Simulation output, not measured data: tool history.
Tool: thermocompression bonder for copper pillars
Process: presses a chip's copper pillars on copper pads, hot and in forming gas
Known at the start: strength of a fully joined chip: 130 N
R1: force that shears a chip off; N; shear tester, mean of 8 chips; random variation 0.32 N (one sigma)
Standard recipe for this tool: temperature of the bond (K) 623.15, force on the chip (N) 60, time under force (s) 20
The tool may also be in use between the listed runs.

run 1 hour=0.0 | temperature_of_the_bond_(K)=623.15 force_on_the_chip_(N)=60 time_under_force_(s)=20 | R1=47.9
run 2 hour=8.1 | temperature_of_the_bond_(K)=623.15 force_on_the_chip_(N)=60 time_under_force_(s)=20 | R1=48.1
run 3 hour=21.4 | temperature_of_the_bond_(K)=623.15 force_on_the_chip_(N)=60 time_under_force_(s)=20 | R1=48.1
run 4 hour=34.1 | temperature_of_the_bond_(K)=623.15 force_on_the_chip_(N)=60 time_under_force_(s)=20 | R1=48.5
run 5 hour=40.5 | temperature_of_the_bond_(K)=623.15 force_on_the_chip_(N)=60 time_under_force_(s)=20 | R1=46.7
run 6 hour=48.9 | temperature_of_the_bond_(K)=623.15 force_on_the_chip_(N)=60 time_under_force_(s)=20 | R1=48.2
run 7 hour=59.8 | temperature_of_the_bond_(K)=623.15 force_on_the_chip_(N)=60 time_under_force_(s)=49 | R1=67.1
run 8 hour=71.0 | temperature_of_the_bond_(K)=619.15 force_on_the_chip_(N)=60 time_under_force_(s)=20 | R1=45.9
run 9 hour=83.3 | temperature_of_the_bond_(K)=619.15 force_on_the_chip_(N)=60 time_under_force_(s)=20 | R1=46.2
run 10 hour=90.6 | temperature_of_the_bond_(K)=623.15 force_on_the_chip_(N)=60 time_under_force_(s)=35 | R1=59.4
run 11 hour=102.5 | temperature_of_the_bond_(K)=623.15 force_on_the_chip_(N)=60 time_under_force_(s)=35 | R1=59.5
run 12 hour=111.8 | temperature_of_the_bond_(K)=623.15 force_on_the_chip_(N)=60 time_under_force_(s)=35 | R1=59.6
run 13 hour=117.4 | temperature_of_the_bond_(K)=623.15 force_on_the_chip_(N)=60 time_under_force_(s)=20 | R1=47.9
run 14 hour=123.8 | temperature_of_the_bond_(K)=623.15 force_on_the_chip_(N)=60 time_under_force_(s)=20 | R1=47.9
run 15 hour=137.1 | temperature_of_the_bond_(K)=623.15 force_on_the_chip_(N)=60 time_under_force_(s)=20 | R1=48.0
run 16 hour=149.2 | temperature_of_the_bond_(K)=623.15 force_on_the_chip_(N)=60 time_under_force_(s)=20 | R1=47.2
run 17 hour=157.0 | temperature_of_the_bond_(K)=623.15 force_on_the_chip_(N)=60 time_under_force_(s)=20 | R1=48.4
run 18 hour=167.3 | temperature_of_the_bond_(K)=623.15 force_on_the_chip_(N)=60 time_under_force_(s)=20 | R1=48.1
run 19 hour=174.9 | temperature_of_the_bond_(K)=623.15 force_on_the_chip_(N)=60 time_under_force_(s)=20 | R1=48.2
run 20 hour=186.9 | temperature_of_the_bond_(K)=601.15 force_on_the_chip_(N)=60 time_under_force_(s)=20 | R1=37.2
run 21 hour=196.4 | temperature_of_the_bond_(K)=623.15 force_on_the_chip_(N)=60 time_under_force_(s)=20 | R1=47.8
run 22 hour=205.8 | temperature_of_the_bond_(K)=623.15 force_on_the_chip_(N)=60 time_under_force_(s)=20 | R1=48.3
run 23 hour=211.7 | temperature_of_the_bond_(K)=624.15 force_on_the_chip_(N)=80 time_under_force_(s)=25 | R1=60.4
run 24 hour=217.4 | temperature_of_the_bond_(K)=617.15 force_on_the_chip_(N)=60 time_under_force_(s)=12 | R1=36.7
run 25 hour=223.7 | temperature_of_the_bond_(K)=617.15 force_on_the_chip_(N)=62 time_under_force_(s)=12 | R1=37.1
run 26 hour=236.6 | temperature_of_the_bond_(K)=647.15 force_on_the_chip_(N)=48 time_under_force_(s)=15 | R1=49.4

Run 27 comes next. What will it give?
run 27 hour=248.4 | temperature_of_the_bond_(K)=612.15 force_on_the_chip_(N)=59 time_under_force_(s)=13 | R1=?

{"run 27": {"R1": 35.1}}
With no hidden state in the tool, this same run would have given R1 35.3 N.
